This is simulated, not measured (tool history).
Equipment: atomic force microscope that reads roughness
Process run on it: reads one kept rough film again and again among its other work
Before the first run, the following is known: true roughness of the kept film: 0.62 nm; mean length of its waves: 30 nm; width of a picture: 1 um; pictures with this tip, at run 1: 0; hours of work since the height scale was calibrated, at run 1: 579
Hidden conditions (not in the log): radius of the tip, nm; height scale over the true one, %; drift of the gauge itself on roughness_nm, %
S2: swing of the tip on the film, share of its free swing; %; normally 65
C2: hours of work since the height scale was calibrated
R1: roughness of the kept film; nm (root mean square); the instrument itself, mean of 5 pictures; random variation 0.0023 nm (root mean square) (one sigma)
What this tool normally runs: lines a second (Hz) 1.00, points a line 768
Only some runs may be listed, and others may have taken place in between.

{"run": 1, "hour": 0.0, "lines a second (Hz)": 1.0, "S2": 65, "points a line": 768, "pictures with this tip": 0, "C2": 579, "R1": 0.584}
{"run": 2, "hour": 33.9, "lines a second (Hz)": 1.0, "S2": 65, "points a line": 768, "pictures with this tip": 84, "C2": 604, "R1": 0.571}
{"run": 3, "hour": 51.0, "lines a second (Hz)": 1.0, "S2": 65, "points a line": 768, "pictures with this tip": 126, "C2": 617, "R1": 0.564}
{"hour": 67.1, "done": "new tip fitted"}
{"run": 4, "hour": 81.6, "lines a second (Hz)": 1.0, "S2": 60, "points a line": 768, "pictures with this tip": 36, "C2": 639, "R1": 0.587}
{"run": 5, "hour": 97.6, "lines a second (Hz)": 2.61, "S2": 65, "points a line": 768, "pictures with this tip": 75, "C2": 651, "R1": 0.543}
{"run": 6, "hour": 123.3, "lines a second (Hz)": 1.0, "S2": 71, "points a line": 768, "pictures with this tip": 139, "C2": 670, "R1": 0.551}
{"hour": 134.1, "done": "new tip fitted"}
{"run": 7, "hour": 142.1, "lines a second (Hz)": 1.0, "S2": 65, "points a line": 768, "pictures with this tip": 20, "C2": 683, "R1": 0.589}
{"run": 8, "hour": 175.6, "lines a second (Hz)": 1.0, "S2": 65, "points a line": 768, "pictures with this tip": 102, "C2": 708, "R1": 0.562}
{"hour": 200.9, "done": "new tip fitted"}
{"run": 9, "hour": 202.2, "lines a second (Hz)": 1.0, "S2": 61, "points a line": 768, "pictures with this tip": 3, "C2": 728, "R1": 0.593}
{"run": 10, "hour": 235.0, "lines a second (Hz)": 1.0, "S2": 61, "points a line": 768, "pictures with this tip": 84, "C2": 752, "R1": 0.577}
{"run": 11, "hour": 251.4, "lines a second (Hz)": 1.0, "S2": 65, "points a line": 768, "pictures with this tip": 124, "C2": 764, "R1": 0.567}
{"hour": 268.2, "done": "new tip fitted"}
{"run": 12, "hour": 273.5, "lines a second (Hz)": 1.62, "S2": 65, "points a line": 768, "pictures with this tip": 13, "C2": 780, "R1": 0.571}
{"run": 13, "hour": 298.5, "lines a second (Hz)": 1.62, "S2": 65, "points a line": 768, "pictures with this tip": 75, "C2": 798, "R1": 0.557}
{"run": 14, "hour": 330.4, "lines a second (Hz)": 1.62, "S2": 65, "points a line": 768, "pictures with this tip": 154, "C2": 822, "R1": 0.544}
{"hour": 335.1, "done": "new tip fitted"}
{"run": 15, "hour": 361.3, "lines a second (Hz)": 1.62, "S2": 65, "points a line": 768, "pictures with this tip": 65, "C2": 845, "R1": 0.565}
{"run": 16, "hour": 383.0, "lines a second (Hz)": 1.62, "S2": 65, "points a line": 768, "pictures with this tip": 118, "C2": 861, "R1": 0.55}
{"run": 17, "hour": 399.1, "lines a second (Hz)": 1.62, "S2": 65, "points a line": 768, "pictures with this tip": 158, "C2": 873, "R1": 0.544}
{"hour": 402.4, "done": "new tip fitted"}
{"run": 18, "hour": 413.9, "lines a second (Hz)": 1.62, "S2": 65, "points a line": 768, "pictures with this tip": 28, "C2": 883, "R1": 0.574}
{"run": 19, "hour": 441.5, "lines a second (Hz)": 1.0, "S2": 65, "points a line": 768, "pictures with this tip": 96, "C2": 904, "R1": 0.568}
{"run": 20, "hour": 466.7, "lines a second (Hz)": 1.0, "S2": 65, "points a line": 768, "pictures with this tip": 159, "C2": 922, "R1": 0.558}
{"hour": 468.9, "done": "new tip fitted"}
{"run": 21, "hour": 497.8, "lines a second (Hz)": 1.0, "S2": 65, "points a line": 768, "pictures with this tip": 71, "C2": 945, "R1": 0.575}
{"hour": 500.9, "done": "height scale calibrated on a step standard"}
{"run": 22, "hour": 528.5, "lines a second (Hz)": 1.0, "S2": 65, "points a line": 768, "pictures with this tip": 145, "C2": 20, "R1": 0.562}
{"hour": 536.6, "done": "new tip fitted"}
{"run": 23, "hour": 560.0, "lines a second (Hz)": 1.0, "S2": 65, "points a line": 376, "pictures with this tip": 58, "C2": 43, "R1": 0.574}
{"hour": 592.6, "done": "height scale calibrated on a step standard, once more"}
{"run": 24, "hour": 594.4, "lines a second (Hz)": 1.0, "S2": 65, "points a line": 376, "pictures with this tip": 141, "C2": 1, "R1": 0.552}
{"hour": 605.8, "done": "new tip fitted"}
{"run": 25, "hour": 617.5, "lines a second (Hz)": 1.0, "S2": 65, "points a line": 376, "pictures with this tip": 29, "C2": 18, "R1": 0.577}
{"run": 26, "hour": 635.9, "lines a second (Hz)": 1.0, "S2": 65, "points a line": 376, "pictures with this tip": 74, "C2": 32, "R1": 0.568}
{"run": 27, "hour": 654.2, "lines a second (Hz)": 1.0, "S2": 89, "points a line": 375, "pictures with this tip": 119, "C2": 45, "R1": 0.514}
{"hour": 673.3, "done": "new tip fitted"}
{"run": 28, "hour": 685.7, "lines a second (Hz)": 1.0, "S2": 89, "points a line": 375, "pictures with this tip": 31, "C2": 68, "R1": 0.531}
{"run": 29, "hour": 708.2, "lines a second (Hz)": 1.0, "S2": 89, "points a line": 375, "pictures with this tip": 86, "C2": 85, "R1": 0.518}
{"run": 30, "hour": 735.7, "lines a second (Hz)": 1.0, "S2": 89, "points a line": 375, "pictures with this tip": 154, "C2": 105, "R1": 0.509}
{"hour": 740.2, "done": "new tip fitted"}
{"run": 31, "hour": 751.9, "lines a second (Hz)": 1.0, "S2": 89, "points a line": 375, "pictures with this tip": 29, "C2": 117, "R1": 0.532}
{"run": 32, "hour": 783.8, "lines a second (Hz)": 1.58, "S2": 60, "points a line": 563, "pictures with this tip": 108, "C2": 141, "R1": 0.561}
{"hour": 808.3, "done": "new tip fitted"}
{"run": 33, "hour": 809.5, "lines a second (Hz)": 0.9, "S2": 65, "points a line": 768, "pictures with this tip": 3, "C2": 159, "R1": 0.593}
{"run": 34, "hour": 836.5, "lines a second (Hz)": 1.56, "S2": 77, "points a line": 291, "pictures with this tip": 70, "C2": 179, "R1": 0.529}
{"run": 35, "hour": 855.4, "lines a second (Hz)": 0.91, "S2": 89, "points a line": 768, "pictures with this tip": 116, "C2": 193, "R1": 0.521}
{"run": 36, "hour": 872.9, "lines a second (Hz)": 0.8, "S2": 66, "points a line": 260, "pictures with this tip": 160, "C2": 206, "R1": 0.55}
{"hour": 875.6, "done": "new tip fitted"}
{"run": 37, "hour": 895.7, "lines a second (Hz)": 0.61, "S2": 65, "points a line": 805, "pictures with this tip": 50, "C2": 223, "R1": 0.585}
{"run": 38, "hour": 910.1, "lines a second (Hz)": 0.61, "S2": 60, "points a line": 805, "pictures with this tip": 85, "C2": 233, "R1": 0.581}
{"run": 39, "hour": 923.8, "lines a second (Hz)": 0.61, "S2": 64, "points a line": 805, "pictures with this tip": 119, "C2": 243, "R1": 0.57}
{"hour": 941.9, "done": "new tip fitted"}
{"run": 40, "hour": 941.9, "lines a second (Hz)": 0.61, "S2": 64, "points a line": 805, "pictures with this tip": 0, "C2": 257, "R1": 0.6}
{"run": 41, "hour": 958.7, "lines a second (Hz)": 2.62, "S2": 65, "points a line": 296, "pictures with this tip": 41, "C2": 269, "R1": 0.543}
{"run": 42, "hour": 983.0, "lines a second (Hz)": 1.0, "S2": 65, "points a line": 812, "pictures with this tip": 101, "C2": 287, "R1": 0.572}
{"hour": 1010.1, "done": "new tip fitted"}
{"run": 43, "hour": 1017.3, "lines a second (Hz)": 1.0, "S2": 68, "points a line": 547, "pictures with this tip": 18, "C2": 312, "R1": 0.579}
{"run": 44, "hour": 1035.8, "lines a second (Hz)": 1.69, "S2": 65, "points a line": 973, "pictures with this tip": 63, "C2": 326, "R1": 0.563}
{"run": 45, "hour": 1052.2, "lines a second (Hz)": 0.6, "S2": 73, "points a line": 419, "pictures with this tip": 104, "C2": 338, "R1": 0.566}
{"hour": 1076.4, "done": "new tip fitted"}
{"run": 46, "hour": 1081.9, "lines a second (Hz)": 0.6, "S2": 73, "points a line": 419, "pictures with this tip": 13, "C2": 360, "R1": 0.585}
{"run": 47, "hour": 1108.4, "lines a second (Hz)": 2.7, "S2": 88, "points a line": 768, "pictures with this tip": 78, "C2": 379, "R1": 0.45}
{"run": 48, "hour": 1127.6, "lines a second (Hz)": 0.67, "S2": 58, "points a line": 353, "pictures with this tip": 126, "C2": 393, "R1": 0.577}
{"hour": 1143.3, "done": "new tip fitted"}
{"run": 49, "hour": 1143.3, "lines a second (Hz)": 0.82, "S2": 56, "points a line": 309, "pictures with this tip": 0, "C2": 405, "R1": 0.595}
{"run": 50, "hour": 1170.7, "lines a second (Hz)": 0.95, "S2": 86, "points a line": 808, "pictures with this tip": 67, "C2": 425, "R1": 0.538}
{"run": 51, "hour": 1203.8, "lines a second (Hz)": 0.95, "S2": 59, "points a line": 808, "pictures with this tip": 149, "C2": 449, "R1": 0.567}
{"hour": 1210.3, "done": "new tip fitted"}
{"run": 52, "hour": 1229.0, "lines a second (Hz)": 0.95, "S2": 57, "points a line": 808, "pictures with this tip": 46, "C2": 468, "R1": 0.587}

Describe how what the log doesn't record of the tool's condition differs between the last listed run preceding each entry between runs and the first listed run following it.
From run 3 to run 4: new tip fitted (hour 67.1)
  radius of the tip, nm: 23.6 -> 12.2; height scale over the true one, %: 0.34 -> 0.36
  measured less the result without the state, R1: -0.023 -> -0.006 nm (root mean square)
From run 6 to run 7: new tip fitted (hour 134.1)
  radius of the tip, nm: 26.3 -> 10.4; height scale over the true one, %: 0.37 -> 0.38
  measured less the result without the state, R1: -0.027 -> -0.003 nm (root mean square)
From run 8 to run 9: new tip fitted (hour 200.9)
  radius of the tip, nm: 21.8 -> 7.7; height scale over the true one, %: 0.4 -> 0.41
  measured less the result without the state, R1: -0.020 -> +0.001 nm (root mean square)
From run 11 to run 12: new tip fitted (hour 268.2)
  radius of the tip, nm: 23.9 -> 9.3; height scale over the true one, %: 0.44 -> 0.45
  measured less the result without the state, R1: -0.023 -> -0.001 nm (root mean square)
From run 14 to run 15: new tip fitted (hour 335.1)
  radius of the tip, nm: 27.8 -> 16; height scale over the true one, %: 0.47 -> 0.49
  measured less the result without the state, R1: -0.027 -> -0.010 nm (root mean square)
From run 17 to run 18: new tip fitted (hour 402.4)
  radius of the tip, nm: 28.6 -> 10.7; height scale over the true one, %: 0.5 -> 0.51
  measured less the result without the state, R1: -0.029 -> -0.002 nm (root mean square)
From run 20 to run 21: new tip fitted (hour 468.9)
  radius of the tip, nm: 28.4 -> 16.2; height scale over the true one, %: 0.53 -> 0.55
  measured less the result without the state, R1: -0.029 -> -0.011 nm (root mean square)
From run 21 to run 22: height scale calibrated on a step standard (hour 500.9)
  radius of the tip, nm: 16.2 -> 26.1; height scale over the true one, %: 0.55 -> 0.8
  measured less the result without the state, R1: -0.011 -> -0.024 nm (root mean square)
From run 22 to run 23: new tip fitted (hour 536.6)
  radius of the tip, nm: 26.1 -> 14.7; height scale over the true one, %: 0.8 -> 0.81
  measured less the result without the state, R1: -0.024 -> -0.007 nm (root mean square)
From run 23 to run 24: height scale calibrated on a step standard, once more (hour 592.6)
  radius of the tip, nm: 14.7 -> 25.6; height scale over the true one, %: 0.81 -> 0.27
  measured less the result without the state, R1: -0.007 -> -0.026 nm (root mean square)
From run 24 to run 25: new tip fitted (hour 605.8)
  radius of the tip, nm: 25.6 -> 10.7; height scale over the true one, %: 0.27 -> 0.28
  measured less the result without the state, R1: -0.026 -> -0.004 nm (root mean square)
From run 27 to run 28: new tip fitted (hour 673.3)
  radius of the tip, nm: 22.4 -> 11.3; height scale over the true one, %: 0.3 -> 0.32
  measured less the result without the state, R1: -0.019 -> -0.004 nm (root mean square)
From run 30 to run 31: new tip fitted (hour 740.2)
  radius of the tip, nm: 28.4 -> 11; height scale over the true one, %: 0.34 -> 0.35
  measured less the result without the state, R1: -0.028 -> -0.003 nm (root mean square)
From run 32 to run 33: new tip fitted (hour 808.3)
  radius of the tip, nm: 21.6 -> 8.1; height scale over the true one, %: 0.36 -> 0.38
  measured less the result without the state, R1: -0.020 -> +0.000 nm (root mean square)
From run 36 to run 37: new tip fitted (hour 875.6)
  radius of the tip, nm: 29.5 -> 14.6; height scale over the true one, %: 0.41 -> 0.42
  measured less the result without the state, R1: -0.031 -> -0.009 nm (root mean square)
From run 39 to run 40: new tip fitted (hour 941.9)
  radius of the tip, nm: 23.3 -> 7.4; height scale over the true one, %: 0.43 -> 0.44
  measured less the result without the state, R1: -0.022 -> +0.002 nm (root mean square)
From run 42 to run 43: new tip fitted (hour 1010.1)
  radius of the tip, nm: 20.3 -> 9.6; height scale over the true one, %: 0.46 -> 0.47
  measured less the result without the state, R1: -0.018 -> -0.002 nm (root mean square)
From run 45 to run 46: new tip fitted (hour 1076.4)
  radius of the tip, nm: 21 -> 8.9; height scale over the true one, %: 0.49 -> 0.5
  measured less the result without the state, R1: -0.018 -> +0.000 nm (root mean square)
From run 48 to run 49: new tip fitted (hour 1143.3)
  radius of the tip, nm: 22.3 -> 7.2; height scale over the true one, %: 0.52 -> 0.53
  measured less the result without the state, R1: -0.021 -> +0.003 nm (root mean square)
From run 51 to run 52: new tip fitted (hour 1210.3)
  radius of the tip, nm: 27.1 -> 13.4; height scale over the true one, %: 0.56 -> 0.57
  measured less the result without the state, R1: -0.027 -> -0.007 nm (root mean square)
